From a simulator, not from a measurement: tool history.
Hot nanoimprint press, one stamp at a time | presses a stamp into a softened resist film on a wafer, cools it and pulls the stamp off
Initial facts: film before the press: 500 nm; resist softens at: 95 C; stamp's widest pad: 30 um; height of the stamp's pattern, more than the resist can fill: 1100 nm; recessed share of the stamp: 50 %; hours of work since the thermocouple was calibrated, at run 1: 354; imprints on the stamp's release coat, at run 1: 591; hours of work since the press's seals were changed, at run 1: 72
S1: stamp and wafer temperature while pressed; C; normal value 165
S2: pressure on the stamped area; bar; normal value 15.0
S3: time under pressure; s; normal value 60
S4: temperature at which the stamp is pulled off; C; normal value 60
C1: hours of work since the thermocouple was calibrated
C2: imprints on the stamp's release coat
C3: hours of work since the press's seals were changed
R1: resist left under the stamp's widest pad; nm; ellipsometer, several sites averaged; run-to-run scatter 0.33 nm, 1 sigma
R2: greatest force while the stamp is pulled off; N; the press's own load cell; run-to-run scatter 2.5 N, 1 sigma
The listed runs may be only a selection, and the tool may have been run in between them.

run  hour   S1    S2   S3  S4   C1   C2   C3     R1   R2
  1   0.0  165  15.0   60  60  354  591   72  173.6  143
  2   3.8  165  15.0   60  60  356  606   74  174.0  141
  3   7.7  165  15.0   60  60  358  622   76  173.9  143
  4  11.8  165   9.9   60  60  360  638   78  219.3  142
  5  18.3  165   9.9   60  60  364  664   82  220.5  144
  6  25.5  165   9.9   60  60  368  693   85  220.6  146
  7  29.2  175  15.0   47  60  370  708   87  127.0  145
     33.1  -- plate thermocouple calibrated
  8  40.3  168  17.5   86  57    4  741   92  120.0  147
  9  45.9  168  17.5   86  57    7  763   95  120.1  152
 10  49.7  165  12.8   60  54    9  778   97  187.1  162
 11  58.3  177  12.8   60  60   13  813  101  116.7  149
     65.4  -- plate thermocouple calibrated, once more
 12  66.0  165   9.5  103  52    0  832  104  194.6  171

What if the next run were any one of these 3? Each begins from the tool's condition after run 12:
  A  73.4  165  23.5  103  52   4  862  108   ?   ?
  B  73.4  157  15.0   60  60   4  862  108   ?   ?
  C  73.4  171  17.1  103  67   4  862  108   ?   ?

run     R1   R2
  A  113.2  171
  B  256.4  155
  C  106.1  132
Stripped of hidden state, with their random variation kept, the same runs would have yielded:
run     R1   R2
  A  112.2  129
  B  254.3  117
  C  105.2  100
